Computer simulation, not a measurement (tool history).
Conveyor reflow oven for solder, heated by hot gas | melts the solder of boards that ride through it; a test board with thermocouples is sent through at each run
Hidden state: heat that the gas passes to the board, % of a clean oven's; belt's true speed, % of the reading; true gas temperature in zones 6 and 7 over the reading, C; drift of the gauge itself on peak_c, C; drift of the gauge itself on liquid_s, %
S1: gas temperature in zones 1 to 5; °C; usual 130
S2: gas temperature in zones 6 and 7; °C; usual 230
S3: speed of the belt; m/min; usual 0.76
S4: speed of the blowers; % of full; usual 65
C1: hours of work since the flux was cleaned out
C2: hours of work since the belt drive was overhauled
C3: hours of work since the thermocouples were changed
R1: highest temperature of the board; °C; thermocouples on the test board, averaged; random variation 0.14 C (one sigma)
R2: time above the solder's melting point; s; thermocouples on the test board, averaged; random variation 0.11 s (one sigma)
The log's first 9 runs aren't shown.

run	hour	S1	S2	S3	S4	C1	C2	C3	R1	R2
10	388.5	130	230	0.659	65	187	591	297	214.4	44
11	445.3	130	230	0.659	65	222	625	332	214.4	43.9
12	472.2	130	224	0.76	65	238	641	348	204.6	30.5
# hour 513.1: flux residue cleaned out of gas plates and filters
13	523.7	130	224	0.76	65	6	670	377	204.8	30.5
14	559.7	130	224	0.76	65	28	692	398	204.7	30.3
15	589.2	130	224	0.76	65	46	709	416	204.5	30.6
16	636.8	130	224	0.76	65	75	738	445	204.8	30.5
17	687.9	136	218	0.676	57	106	770	476	202.8	34.5
18	742.8	136	218	0.676	57	140	803	510	202.5	34.3
19	771	136	218	0.898	57	157	820	527	193	15.2
20	796.3	138	245	0.832	64	172	835	542	220	38.5
21	832.1	123	242	0.703	80	194	857	564	225	45.9
22	856.4	135	237	0.766	76	209	872	579	219	41.2
23	882.7	135	237	0.766	76	225	888	595	219.1	41
24	913.4	135	237	0.766	76	243	907	613	219	41.1
# hour 947: flux residue cleaned out of gas plates and filters
25	960.4	135	237	0.766	76	8	932	639	218.7	41.2
26	987.3	135	237	0.855	76	24	948	655	215.1	34.2
27	1020.9	135	237	0.855	76	45	969	676	215	34.4
28	1048.2	122	237	0.855	76	62	985	692	212.2	30
29	1101.9	130	230	0.722	65	94	1018	725	211.4	37.6
30	1150.3	130	230	0.722	65	124	1048	754	211.6	37.7

Forecast each of these 4 alternatives for the next run:
A	1176.7	130	230	0.776	65	140	1064	770	?	?
B	1176.7	130	230	0.76	53	140	1064	770	?	?
C	1176.7	142	230	0.64	56	140	1064	770	?	?
D	1176.7	117	230	0.76	69	140	1064	770	?	?

run	R1	R2
A	209	32.9
B	206	30.9
C	215.1	48.9
D	208.4	30.8
Without the tool's hidden state the same runs would have given:
run	R1	R2
A	209	32.9
B	206	30.9
C	215.2	48.9
D	208.4	30.8
